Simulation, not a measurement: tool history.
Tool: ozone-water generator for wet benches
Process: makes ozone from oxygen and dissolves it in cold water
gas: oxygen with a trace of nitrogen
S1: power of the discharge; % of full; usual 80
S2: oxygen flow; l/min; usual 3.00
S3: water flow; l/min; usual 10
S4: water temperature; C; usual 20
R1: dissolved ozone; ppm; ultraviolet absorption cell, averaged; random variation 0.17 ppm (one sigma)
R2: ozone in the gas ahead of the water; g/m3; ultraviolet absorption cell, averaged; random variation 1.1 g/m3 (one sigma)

run	hour	S1	S2	S3	S4	R1	R2
1	0.0	80	3.00	10	20	24.0	206.3
2	30.7	80	3.00	10	20	23.7	203.9
3	62.2	80	3.00	10	20	23.5	205.0
4	110.1	80	3.00	10	20	23.8	203.1
5	172.3	80	3.00	10	20	23.6	203.9
6	233.5	95	3.00	10	20	26.2	228.5
7	279.8	80	3.00	10	20	23.3	204.7
8	320.3	80	3.00	10	20	23.8	204.3
9	374.8	80	3.00	10	20	23.3	201.6
10	423.9	80	3.00	10	20	23.6	202.4
11	480.7	80	3.00	10	20	23.6	201.6
12	511.4	80	3.00	10	20	23.9	204.1
13	542.6	80	3.00	10	20	23.7	202.9
14	598.9	80	3.00	10	20	23.5	204.8
15	661.9	80	3.00	10	20	23.3	204.0
16	696.5	80	3.00	10	20	23.4	204.1
17	729.4	80	3.00	9	20	25.7	201.5
18	775.7	80	5.01	10	23	20.3	148.8
19	819.5	80	2.09	7	27	28.2	253.2
20	848.3	76	2.26	10	23	22.3	233.2
# hour 887.4: water thermometer calibrated
21	896.8	88	4.24	7	13	33.8	175.3
22	964.6	88	4.24	7	13	34.1	176.6
23	1013.9	88	4.24	7	13	34.2	176.4
24	1063.8	80	3.00	13	20	18.9	202.8
25	1112.8	80	3.00	13	20	19.2	201.7
26	1153.3	63	3.00	9	20	21.9	174.4
27	1206.2	63	3.00	7	20	25.6	175.6
28	1245.7	72	1.69	10	20	22.4	268.0
29	1278.1	72	1.69	10	20	22.3	269.4
30	1333.2	72	1.69	10	20	22.3	268.0
31	1388.5	80	3.00	10	24	21.7	201.3
32	1421.7	66	3.48	10	12	23.1	164.4
33	1481.6	66	2.58	10	12	23.3	196.2
34	1516.8	66	2.83	10	22	20.2	186.4

3 ways to go on from here, each from the tool as it stands after run 34. What would each give?
A	1562.6	80	3.00	6	27	?	?
B	1562.6	55	3.00	7	26	?	?
C	1562.6	66	2.83	10	22	?	?

run	R1	R2
A	28.3	203.3
B	21.1	159.6
C	20.3	186.3
Without the tool's hidden state the same runs would have given:
run	R1	R2
A	28.4	203.7
B	21.1	159.8
C	20.3	186.6
